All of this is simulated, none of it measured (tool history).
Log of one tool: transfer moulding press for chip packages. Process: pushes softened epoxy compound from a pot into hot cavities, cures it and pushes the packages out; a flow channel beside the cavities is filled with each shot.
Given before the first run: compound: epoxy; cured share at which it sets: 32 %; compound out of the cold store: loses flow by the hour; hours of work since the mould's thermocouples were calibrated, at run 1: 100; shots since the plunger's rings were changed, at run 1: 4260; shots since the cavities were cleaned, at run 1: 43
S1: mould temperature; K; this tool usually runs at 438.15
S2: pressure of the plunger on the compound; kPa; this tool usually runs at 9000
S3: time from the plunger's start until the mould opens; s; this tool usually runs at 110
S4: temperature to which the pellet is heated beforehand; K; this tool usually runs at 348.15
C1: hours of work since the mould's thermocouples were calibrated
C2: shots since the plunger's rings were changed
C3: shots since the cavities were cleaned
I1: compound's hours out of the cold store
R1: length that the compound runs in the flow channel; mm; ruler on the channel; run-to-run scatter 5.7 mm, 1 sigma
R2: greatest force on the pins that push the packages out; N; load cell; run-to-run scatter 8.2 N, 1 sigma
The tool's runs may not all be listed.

run   hour      S1     S2   S3      S4   C1    C2   C3    I1    R1   R2
  1      0  438.15   9000  110  348.15  100  4260   43  40.3   872  342
  2    5.2  438.15   9000  110  348.15  104  4331  114  24.6   954  348
  3   10.8  438.15   9000  110  348.15  109  4408  191  14.4  1013  374
  4   18.3  438.15   9000  136  348.15  114  4511  294  28.6   923  293
  5   27.3  445.15   9000  110  348.15  121  4635  418    36   864  293
  6   34.2  438.15   9000  118  348.15  127  4730  513   9.2  1063  338
  7   39.6  438.15   9000  110  348.15  131  4805  588    23   965  353
  8   43.9  438.15   9000  110  348.15  134  4863  646  42.2   855  344
  9   53.1  432.15   9000  110  348.15  141  4989  772  44.9   879  514
      56.4  -- plunger's sealing rings changed
 10     63  432.15   9000  110  348.15  146    90  874  31.5   942  554
      66.5  -- cavities cleaned with cleaning compound and waxed
 11   73.1  432.15   9000  110  348.15  153   209   91  10.9  1082  567
 12   80.9  442.15   9000  110  348.15  159   317  199    45   821  303
 13   86.4  442.15   9000  110  348.15  163   392  274  19.9   968  303
 14   93.7  438.15   9000  110  348.15  169   492  374  40.1   875  348
 15   97.9  438.15   9000  110  348.15  172   550  432  21.2   972  365
 16  102.5  438.15   9000  142  341.15  175   612  494  40.4   856  274
 17  106.6  440.15   9000  142  341.15  179   670  552  11.8  1020  279
 18  111.9  431.15   9000  142  357.15  183   743  625  26.2   976  378
 19    116  438.15   9000  106  338.15  186   799  681  34.4   899  378
 20  122.1  446.15   9640  111  350.15  190   883  765  41.6   853  295
 21  127.1  446.15   9640  111  350.15  194   951  833  28.1   935  291
       134  -- cavities cleaned with cleaning compound and waxed
 22    134  446.15   9640  105  353.15  198  1025    0  14.3  1012  289
 23  141.2  446.15   9640  105  353.15  204  1125  100  31.6   916  285
 24    150  438.15   9000   99  348.15  210  1246  221  22.3   969  449
 25  159.4  440.15  10850   95  352.15  218  1375  350  22.4  1062  412
 26  163.3  440.15   7120  103  351.15  220  1429  404    43   756  347
 27  171.9  440.15   7120  107  355.15  227  1546  521  17.4   881  343
 28  180.5  438.15   9730  110  348.15  234  1665  640  36.4   923  347
 29    186  432.15   7610   96  357.15  238  1741  716  38.7   830  686

Alternative continuations, all from the tool just after run 29; predict every row:
  A  192.2  438.15  9000  141  348.15  242  1826  801  21.8   ?   ?
  B  192.2  432.15  7630   97  356.15  242  1826  801   9.7   ?   ?
  C  192.2  436.15  9000  110  348.15  242  1826  801  20.9   ?   ?

run    R1   R2
  A   973  283
  B  1005  809
  C   992  409
What these runs would have given with no unlogged condition in the tool:
run    R1   R2
  A   973  280
  B  1005  801
  C   992  405
